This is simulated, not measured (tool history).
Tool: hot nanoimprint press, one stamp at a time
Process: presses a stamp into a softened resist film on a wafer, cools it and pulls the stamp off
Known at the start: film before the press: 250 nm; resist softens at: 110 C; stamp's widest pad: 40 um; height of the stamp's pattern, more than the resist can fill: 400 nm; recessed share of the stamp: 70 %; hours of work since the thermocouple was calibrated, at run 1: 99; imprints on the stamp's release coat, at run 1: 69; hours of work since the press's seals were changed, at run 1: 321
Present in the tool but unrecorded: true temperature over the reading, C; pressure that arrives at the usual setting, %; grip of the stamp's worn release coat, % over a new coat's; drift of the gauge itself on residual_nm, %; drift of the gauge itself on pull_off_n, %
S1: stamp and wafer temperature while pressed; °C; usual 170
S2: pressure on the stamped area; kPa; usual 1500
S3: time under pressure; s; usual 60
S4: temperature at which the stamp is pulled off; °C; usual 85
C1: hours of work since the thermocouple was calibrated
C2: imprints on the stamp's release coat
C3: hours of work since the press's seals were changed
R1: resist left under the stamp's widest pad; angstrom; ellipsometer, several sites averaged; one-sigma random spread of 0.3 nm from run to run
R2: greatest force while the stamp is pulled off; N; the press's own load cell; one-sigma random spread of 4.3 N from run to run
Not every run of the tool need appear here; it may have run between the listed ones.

run	hour	S1	S2	S3	S4	C1	C2	C3	R1	R2
1	0	170	1500	60	85	99	69	321	946	211
2	46.2	170	1500	60	85	127	260	350	941	218
3	71.3	170	1500	60	85	143	364	365	948	233
4	111.8	170	1330	60	85	168	531	390	989	251
5	142.5	170	1500	87	85	187	658	409	806	256
6	172.1	170	1500	87	85	206	781	428	799	258
7	204.9	170	1500	87	85	226	916	448	799	280
8	244.7	170	1310	60	85	251	1081	473	986	313
# hour 277.9: stamp cleaned and given a new release coat
9	290.4	170	1500	60	85	275	51	497	922	212
# hour 297.7: plate thermocouple calibrated
10	350.6	170	1500	60	85	33	288	533	964	228
11	387.9	170	1690	113	85	56	442	556	705	252
12	440.2	170	1690	113	85	88	659	588	698	266
13	481.4	170	1990	60	73	114	829	614	831	346
14	518.2	170	1990	60	73	137	981	637	835	370
15	544.7	170	1520	60	83	153	1091	653	939	327
# hour 565.1: press's hydraulic seals changed and the load cell set to zero
# hour 581.7: stamp cleaned and given a new release coat
16	607.3	169	1520	62	83	183	106	22	951	224
17	642.2	180	950	45	75	205	251	44	939	271
18	683.9	180	950	45	75	231	423	70	936	283
19	711.3	175	1070	60	86	248	537	87	924	255
# hour 760.8: plate thermocouple calibrated
20	769.3	170	1390	60	77	5	764	121	1001	335

Hidden state at the last listed run before each entry between runs and at the first one after, where it differs:
Run 8 -> run 9: stamp cleaned and given a new release coat (hour 277.9)
  true temperature over the reading, C: 1.35 -> 1.45; pressure that arrives at the usual setting, %: 98.54 -> 98.47; grip of the stamp's worn release coat, % over a new coat's: 47.2 -> 2.1
  measured minus no-state result, R1: -42 -> -43 angstrom; R2: +95 -> -2 N
Run 9 -> run 10: plate thermocouple calibrated (hour 297.7)
  true temperature over the reading, C: 1.45 -> 0.23; pressure that arrives at the usual setting, %: 98.47 -> 98.36; grip of the stamp's worn release coat, % over a new coat's: 2.1 -> 11.8
  measured minus no-state result, R1: -43 -> +0 angstrom; R2: -2 -> +23 N
Run 15 -> run 16: press's hydraulic seals changed and the load cell set to zero (hour 565.1); stamp cleaned and given a new release coat (hour 581.7)
  true temperature over the reading, C: 0.73 -> 0.86; pressure that arrives at the usual setting, %: 97.98 -> 100.42; grip of the stamp's worn release coat, % over a new coat's: 47.7 -> 4.3
  measured minus no-state result, R1: -16 -> -32 angstrom; R2: +103 -> +5 N
Run 19 -> run 20: plate thermocouple calibrated (hour 760.8)
  true temperature over the reading, C: 1.14 -> -0.08; pressure that arrives at the usual setting, %: 100.22 -> 100.13; grip of the stamp's worn release coat, % over a new coat's: 22.5 -> 32.6
  measured minus no-state result, R1: -36 -> +2 angstrom; R2: +42 -> +82 N

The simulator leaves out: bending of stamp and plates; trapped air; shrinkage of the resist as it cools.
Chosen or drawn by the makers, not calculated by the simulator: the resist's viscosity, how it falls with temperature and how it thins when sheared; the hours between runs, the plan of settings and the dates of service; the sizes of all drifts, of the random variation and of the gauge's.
